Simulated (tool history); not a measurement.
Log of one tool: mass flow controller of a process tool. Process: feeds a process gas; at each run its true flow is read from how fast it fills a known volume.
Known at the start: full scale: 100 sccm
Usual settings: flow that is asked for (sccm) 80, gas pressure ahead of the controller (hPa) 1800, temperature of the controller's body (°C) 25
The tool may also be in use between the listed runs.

run	hour	flow that is asked for (sccm)	gas pressure ahead of the controller (hPa)	temperature of the controller's body (°C)	true flow (%)
1	0.0	80	1800	25	99.85
2	99.4	80	1930	25	100.00
3	159.5	80	1930	25	100.00
4	242.5	80	1800	20	99.38
5	310.3	80	1800	20	99.55
6	405.7	80	1800	20	99.47
7	498.8	80	1800	20	99.78
8	598.6	80	1800	20	99.67
9	662.8	80	1800	25	100.49
10	754.5	80	1800	25	100.41
11	820.7	80	1800	26	100.44
12	943.8	59	1450	25	100.46
13	1041.1	91	1420	21	100.50
14	1135.8	59	1800	25	100.47
15	1191.9	59	1800	25	100.49
16	1279.1	60	1800	21	100.19
17	1403.0	80	1800	23	100.71
18	1473.9	64	1860	29	101.15
19	1560.8	45	1800	25	100.55
20	1667.8	16	2030	33	100.95
21	1736.4	55	1730	34	101.75
22	1793.7	14	1830	26	100.36

The same runs without the tool's hidden state, with the same run-to-run variation:
The hidden state here: flow at rest that the sensor doesn't see, % of full scale; true flow over the shown one, %; drift of the gauge itself on true_pct, %.
run	true flow (%)
1	99.85
2	99.92
3	99.87
4	99.19
5	99.31
6	99.15
7	99.39
8	99.20
9	99.95
10	99.80
11	99.78
12	99.70
13	99.67
14	99.56
15	99.54
16	99.17
17	99.59
18	99.97
19	99.31
20	99.61
21	100.35
22	98.93
